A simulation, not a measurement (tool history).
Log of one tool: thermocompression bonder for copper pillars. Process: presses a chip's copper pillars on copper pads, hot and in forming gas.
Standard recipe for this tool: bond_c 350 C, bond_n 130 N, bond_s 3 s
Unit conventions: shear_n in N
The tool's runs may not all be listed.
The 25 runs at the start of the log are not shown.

| run | hour | bond_c | bond_n | bond_s | shear_n |
|---|---|---|---|---|---|
| 26 | 223.8 | 375 | 80 | 7 | 74.8 |
| 27 | 235.4 | 350 | 151 | 2 | 60.9 |
| 28 | 245.4 | 350 | 151 | 2 | 60.6 |
| 29 | 251 | 324 | 87 | 2 | 36.2 |
| 30 | 259.4 | 328 | 78 | 2 | 35.2 |
| 31 | 268.1 | 328 | 78 | 2 | 35.1 |
| 32 | 278.5 | 327 | 130 | 6 | 67.5 |
| 33 | 284.6 | 327 | 130 | 6 | 68.7 |
| 34 | 292.5 | 326 | 167 | 2 | 54.3 |
| 35 | 299.7 | 366 | 95 | 2 | 52.9 |
| 36 | 312.4 | 361 | 115 | 3 | 65 |
| 37 | 321.4 | 361 | 115 | 3 | 64.4 |
| 38 | 330.9 | 358 | 115 | 3 | 62.8 |
| 39 | 343 | 359 | 156 | 2 | 64.9 |

Alternative continuations, all from the tool just after run 39; predict every row:
| A | 355.1 | 379 | 118 | 6 | ? |
| B | 355.1 | 332 | 89 | 5 | ? |
| C | 355.1 | 345 | 130 | 3 | ? |

| run | shear_n |
|---|---|
| A | 83.5 |
| B | 54.8 |
| C | 61.8 |
Stripped of hidden state, with their random variation kept, the same runs would have yielded:
| run | shear_n |
|---|---|
| A | 83.2 |
| B | 53.3 |
| C | 60.4 |
